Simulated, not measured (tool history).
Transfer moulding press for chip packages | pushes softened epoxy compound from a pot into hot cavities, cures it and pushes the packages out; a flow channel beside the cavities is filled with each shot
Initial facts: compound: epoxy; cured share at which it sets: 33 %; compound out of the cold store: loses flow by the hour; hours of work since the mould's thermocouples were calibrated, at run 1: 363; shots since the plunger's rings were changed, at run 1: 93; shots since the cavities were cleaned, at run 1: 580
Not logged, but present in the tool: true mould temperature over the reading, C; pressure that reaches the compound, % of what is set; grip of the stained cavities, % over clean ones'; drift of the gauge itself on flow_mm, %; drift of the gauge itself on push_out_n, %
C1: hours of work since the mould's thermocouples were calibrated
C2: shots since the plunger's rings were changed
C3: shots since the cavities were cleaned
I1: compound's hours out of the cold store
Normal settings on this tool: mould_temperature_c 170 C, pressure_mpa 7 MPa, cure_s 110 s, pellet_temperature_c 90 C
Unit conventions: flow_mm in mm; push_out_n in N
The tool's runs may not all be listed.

{"run": 1, "hour": 0.0, "mould_temperature_c": 170, "pressure_mpa": 7, "cure_s": 110, "pellet_temperature_c": 90, "C1": 363, "C2": 93, "C3": 580, "I1": 9.3, "flow_mm": 970, "push_out_n": 695}
{"hour": 11.5, "done": "cavities cleaned with cleaning compound and waxed"}
{"hour": 72.3, "done": "cavities cleaned with cleaning compound and waxed"}
{"run": 2, "hour": 78.7, "mould_temperature_c": 170, "pressure_mpa": 7, "cure_s": 110, "pellet_temperature_c": 90, "C1": 419, "C2": 983, "C3": 76, "I1": 14.8, "flow_mm": 937, "push_out_n": 535}
{"hour": 134.6, "done": "cavities cleaned with cleaning compound and waxed"}
{"run": 3, "hour": 165.3, "mould_temperature_c": 170, "pressure_mpa": 7, "cure_s": 110, "pellet_temperature_c": 90, "C1": 482, "C2": 1983, "C3": 361, "I1": 28.7, "flow_mm": 846, "push_out_n": 644}
{"hour": 193.3, "done": "cavities cleaned with cleaning compound and waxed"}
{"run": 4, "hour": 213.1, "mould_temperature_c": 170, "pressure_mpa": 7, "cure_s": 110, "pellet_temperature_c": 90, "C1": 516, "C2": 2527, "C3": 232, "I1": 22, "flow_mm": 875, "push_out_n": 587}
{"hour": 241.6, "done": "mould's thermocouples calibrated"}
{"hour": 252.4, "done": "cavities cleaned with cleaning compound and waxed"}
{"run": 5, "hour": 290.0, "mould_temperature_c": 170, "pressure_mpa": 7, "cure_s": 110, "pellet_temperature_c": 90, "C1": 35, "C2": 3389, "C3": 441, "I1": 29.2, "flow_mm": 823, "push_out_n": 633}
{"hour": 310.2, "done": "cavities cleaned with cleaning compound and waxed"}
{"run": 6, "hour": 354.2, "mould_temperature_c": 170, "pressure_mpa": 7, "cure_s": 110, "pellet_temperature_c": 90, "C1": 81, "C2": 4126, "C3": 517, "I1": 19.9, "flow_mm": 861, "push_out_n": 677}
{"hour": 370.9, "done": "cavities cleaned with cleaning compound and waxed"}
{"hour": 393.6, "done": "mould's thermocouples calibrated, once more"}
{"hour": 433.5, "done": "cavities cleaned with cleaning compound and waxed"}
{"run": 7, "hour": 440.0, "mould_temperature_c": 170, "pressure_mpa": 7, "cure_s": 110, "pellet_temperature_c": 90, "C1": 33, "C2": 5076, "C3": 77, "I1": 10, "flow_mm": 895, "push_out_n": 525}
{"hour": 492.9, "done": "cavities cleaned with cleaning compound and waxed"}
{"run": 8, "hour": 495.7, "mould_temperature_c": 170, "pressure_mpa": 7, "cure_s": 110, "pellet_temperature_c": 90, "C1": 73, "C2": 5712, "C3": 32, "I1": 27.4, "flow_mm": 812, "push_out_n": 496}
{"hour": 552.6, "done": "cavities cleaned with cleaning compound and waxed"}
{"run": 9, "hour": 564.2, "mould_temperature_c": 167, "pressure_mpa": 7, "cure_s": 110, "pellet_temperature_c": 90, "C1": 123, "C2": 6499, "C3": 135, "I1": 25.7, "flow_mm": 813, "push_out_n": 595}
{"hour": 576.3, "done": "plunger's sealing rings changed"}
{"run": 10, "hour": 609.0, "mould_temperature_c": 167, "pressure_mpa": 7, "cure_s": 110, "pellet_temperature_c": 90, "C1": 154, "C2": 384, "C3": 633, "I1": 34.5, "flow_mm": 864, "push_out_n": 721}
{"hour": 619.3, "done": "cavities cleaned with cleaning compound and waxed"}
{"hour": 678.6, "done": "cavities cleaned with cleaning compound and waxed"}
{"run": 11, "hour": 678.6, "mould_temperature_c": 173, "pressure_mpa": 7, "cure_s": 92, "pellet_temperature_c": 96, "C1": 203, "C2": 1167, "C3": 0, "I1": 19.4, "flow_mm": 910, "push_out_n": 543}
{"hour": 736.4, "done": "cavities cleaned with cleaning compound and waxed"}
{"run": 12, "hour": 747.6, "mould_temperature_c": 173, "pressure_mpa": 7, "cure_s": 108, "pellet_temperature_c": 90, "C1": 253, "C2": 1960, "C3": 132, "I1": 42.1, "flow_mm": 795, "push_out_n": 516}
{"hour": 800.0, "done": "cavities cleaned with cleaning compound and waxed"}
{"run": 13, "hour": 800.3, "mould_temperature_c": 170, "pressure_mpa": 7, "cure_s": 145, "pellet_temperature_c": 82, "C1": 291, "C2": 2561, "C3": 3, "I1": 37.7, "flow_mm": 795, "push_out_n": 468}
{"hour": 864.4, "done": "cavities cleaned with cleaning compound and waxed"}
{"run": 14, "hour": 878.6, "mould_temperature_c": 170, "pressure_mpa": 7, "cure_s": 145, "pellet_temperature_c": 82, "C1": 348, "C2": 3464, "C3": 167, "I1": 42.8, "flow_mm": 777, "push_out_n": 525}
{"hour": 929.7, "done": "cavities cleaned with cleaning compound and waxed"}
{"run": 15, "hour": 954.2, "mould_temperature_c": 170, "pressure_mpa": 7, "cure_s": 99, "pellet_temperature_c": 82, "C1": 403, "C2": 4334, "C3": 288, "I1": 38.5, "flow_mm": 789, "push_out_n": 679}
{"hour": 992.0, "done": "cavities cleaned with cleaning compound and waxed"}
{"run": 16, "hour": 1013.6, "mould_temperature_c": 169, "pressure_mpa": 7.95, "cure_s": 147, "pellet_temperature_c": 88, "C1": 445, "C2": 5015, "C3": 255, "I1": 32.3, "flow_mm": 851, "push_out_n": 547}
{"hour": 1049.0, "done": "cavities cleaned with cleaning compound and waxed"}
{"run": 17, "hour": 1074.5, "mould_temperature_c": 169, "pressure_mpa": 7.95, "cure_s": 147, "pellet_temperature_c": 88, "C1": 489, "C2": 5713, "C3": 300, "I1": 16.7, "flow_mm": 921, "push_out_n": 523}

Each row is a separate what-if for the run after 17, all from the same tool condition, not one after another. Results?
{"hour": 1110.1, "done": "cavities cleaned with cleaning compound and waxed"}
{"hour": 1138.0, "done": "mould's thermocouples calibrated"}
{"run": "A", "hour": 1138.0, "mould_temperature_c": 172, "pressure_mpa": 7.95, "cure_s": 147, "pellet_temperature_c": 89, "C1": 0, "C2": 6417, "C3": 303, "I1": 23.1, "flow_mm": "?", "push_out_n": "?"}
{"hour": 1110.1, "done": "cavities cleaned with cleaning compound and waxed"}
{"hour": 1138.0, "done": "mould's thermocouples calibrated"}
{"run": "B", "hour": 1138.0, "mould_temperature_c": 170, "pressure_mpa": 5.3, "cure_s": 139, "pellet_temperature_c": 93, "C1": 0, "C2": 6417, "C3": 303, "I1": 23.2, "flow_mm": "?", "push_out_n": "?"}
{"hour": 1110.1, "done": "cavities cleaned with cleaning compound and waxed"}
{"hour": 1138.0, "done": "mould's thermocouples calibrated"}
{"run": "C", "hour": 1138.0, "mould_temperature_c": 170, "pressure_mpa": 5.8, "cure_s": 110, "pellet_temperature_c": 87, "C1": 0, "C2": 6417, "C3": 303, "I1": 24.6, "flow_mm": "?", "push_out_n": "?"}
{"hour": 1110.1, "done": "cavities cleaned with cleaning compound and waxed"}
{"hour": 1138.0, "done": "mould's thermocouples calibrated"}
{"run": "D", "hour": 1138.0, "mould_temperature_c": 169, "pressure_mpa": 5.59, "cure_s": 106, "pellet_temperature_c": 93, "C1": 0, "C2": 6417, "C3": 303, "I1": 46.3, "flow_mm": "?", "push_out_n": "?"}

run=A flow_mm=867 push_out_n=579
run=B flow_mm=706 push_out_n=546
run=C flow_mm=745 push_out_n=606
run=D flow_mm=644 push_out_n=596
Without the tool's unlogged condition, the same runs would have read:
run=A flow_mm=957 push_out_n=462
run=B flow_mm=781 push_out_n=436
run=C flow_mm=823 push_out_n=486
run=D flow_mm=711 push_out_n=477

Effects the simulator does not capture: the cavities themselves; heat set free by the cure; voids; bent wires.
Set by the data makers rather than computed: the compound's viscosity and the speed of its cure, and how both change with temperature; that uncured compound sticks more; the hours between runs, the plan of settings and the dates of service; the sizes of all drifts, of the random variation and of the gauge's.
